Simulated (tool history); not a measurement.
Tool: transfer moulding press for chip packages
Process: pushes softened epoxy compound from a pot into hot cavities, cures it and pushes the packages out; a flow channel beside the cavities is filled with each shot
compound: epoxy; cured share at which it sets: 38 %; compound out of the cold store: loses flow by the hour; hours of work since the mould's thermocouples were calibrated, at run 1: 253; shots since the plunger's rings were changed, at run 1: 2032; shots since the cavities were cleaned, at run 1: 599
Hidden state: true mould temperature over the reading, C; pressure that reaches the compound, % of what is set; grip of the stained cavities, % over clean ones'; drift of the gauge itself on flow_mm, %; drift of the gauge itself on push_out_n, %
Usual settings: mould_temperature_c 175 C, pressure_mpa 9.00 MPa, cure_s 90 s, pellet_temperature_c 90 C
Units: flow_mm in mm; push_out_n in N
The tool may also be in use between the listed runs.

run   hour  mould_temperature_c  pressure_mpa  cure_s  pellet_temperature_c  hours of work since the mould's thermocouples were calibrated  shots since the plunger's rings were changed  shots since the cavities were cleaned  incoming compound's hours out of the cold store  flow_mm  push_out_n
  1    0.0                  175          9.00      90                    90                                                            253                                          2032                                    599                                             40.2      870         435
  2   20.1                  175          9.00      90                    90                                                            265                                          2292                                    859                                             20.5      929         505
      44.9  -- cavities cleaned with cleaning compound and waxed
  3   47.4                  175          9.00      90                    90                                                            280                                          2624                                     32                                              8.2      978         350
  4   63.4                  175          9.00      90                    90                                                            290                                          2831                                    239                                             26.0      893         411
  5   84.1                  175          9.00      86                    90                                                            302                                          3099                                    507                                             35.0      868         456
  6  106.8                  175          9.00      86                    90                                                            316                                          3392                                    800                                             41.8      834         496
  7  121.8                  175          9.00      86                    90                                                            324                                          3586                                    994                                             45.2      828         509
     136.4  -- cavities cleaned with cleaning compound and waxed
  8  138.3                  175          9.00      90                    83                                                            333                                          3780                                     25                                             39.1      864         332
  9  167.3                  175          9.00     112                    90                                                            351                                          4155                                    400                                             18.1      909         403
     185.9  -- plunger's sealing rings changed
 10  195.6                  175          9.00      70                    90                                                            366                                           125                                    733                                             13.4      989         723
 11  216.9                  175          9.00      70                    95                                                            379                                           401                                   1009                                             45.5      865         656
     230.4  -- cavities cleaned with cleaning compound and waxed
 12  241.2                  175          9.00      70                    95                                                            392                                           696                                    140                                             47.8      851         480
 13  255.6                  175          9.00      90                    90                                                            401                                           882                                    326                                             10.3      994         423
 14  271.4                  175          9.43      90                    90                                                            410                                          1086                                    530                                             26.4      945         455
 15  304.8                  175          7.20      86                    90                                                            430                                          1518                                    962                                              9.7      880         521
     321.1  -- cavities cleaned with cleaning compound and waxed
 16  335.1                  175          9.00      91                    81                                                            447                                          1889                                    180                                             28.4      915         379
     342.5  -- mould's thermocouples calibrated
 17  363.6                  175          9.00      91                    81                                                             13                                          2233                                    524                                             47.8      831         464
 18  396.6                  181          7.39      90                    90                                                             32                                          2659                                    950                                             18.9      813         461
 19  411.0                  175          9.25     106                    90                                                             41                                          2845                                   1136                                             16.1      946         473
     414.8  -- cavities cleaned with cleaning compound and waxed
 20  445.6                  175          9.25     106                    90                                                             60                                          3272                                    398                                             32.8      885         400
 21  475.7                  175          9.25     106                    90                                                             78                                          3662                                    788                                             10.0      980         464
 22  498.8                  175          9.00      95                    87                                                             92                                          3960                                   1086                                             30.9      884         477
     506.1  -- cavities cleaned with cleaning compound and waxed
     534.1  -- plunger's sealing rings changed
 23  534.8                  175          9.00      95                    87                                                            111                                             8                                    338                                             12.2      983         405
 24  567.1                  175          9.00      95                    87                                                            130                                           426                                    756                                             42.3      867         436
     599.6  -- cavities cleaned with cleaning compound and waxed
 25  599.6                  175          6.96      90                    83                                                            149                                           827                                      0                                             13.6      863         336
 26  621.3                  181          9.69      90                    80                                                            162                                          1108                                    281                                             40.1      868         370
 27  644.9                  171          6.83     112                    80                                                            176                                          1412                                    585                                             47.0      764         431
 28  667.3                  179          9.88      91                    90                                                            189                                          1702                                    875                                             20.0      956         454

3 ways to go on from here, each from the tool as it stands after run 28. What would each give?
     690.2  -- cavities cleaned with cleaning compound and waxed
  A  703.0                  181          9.88      91                    90                                                            210                                          2143                                    165                                             42.7        ?           ?
     690.2  -- cavities cleaned with cleaning compound and waxed
  B  703.0                  179          9.88      91                    89                                                            210                                          2143                                    165                                             10.3        ?           ?
     690.2  -- cavities cleaned with cleaning compound and waxed
  C  703.0                  175          9.00      90                    90                                                            210                                          2143                                    165                                             32.0        ?           ?

run  flow_mm  push_out_n
  A      854         348
  B      989         344
  C      879         377
Without the tool's hidden state the same runs would have given:
run  flow_mm  push_out_n
  A      886         289
  B     1026         285
  C      912         317

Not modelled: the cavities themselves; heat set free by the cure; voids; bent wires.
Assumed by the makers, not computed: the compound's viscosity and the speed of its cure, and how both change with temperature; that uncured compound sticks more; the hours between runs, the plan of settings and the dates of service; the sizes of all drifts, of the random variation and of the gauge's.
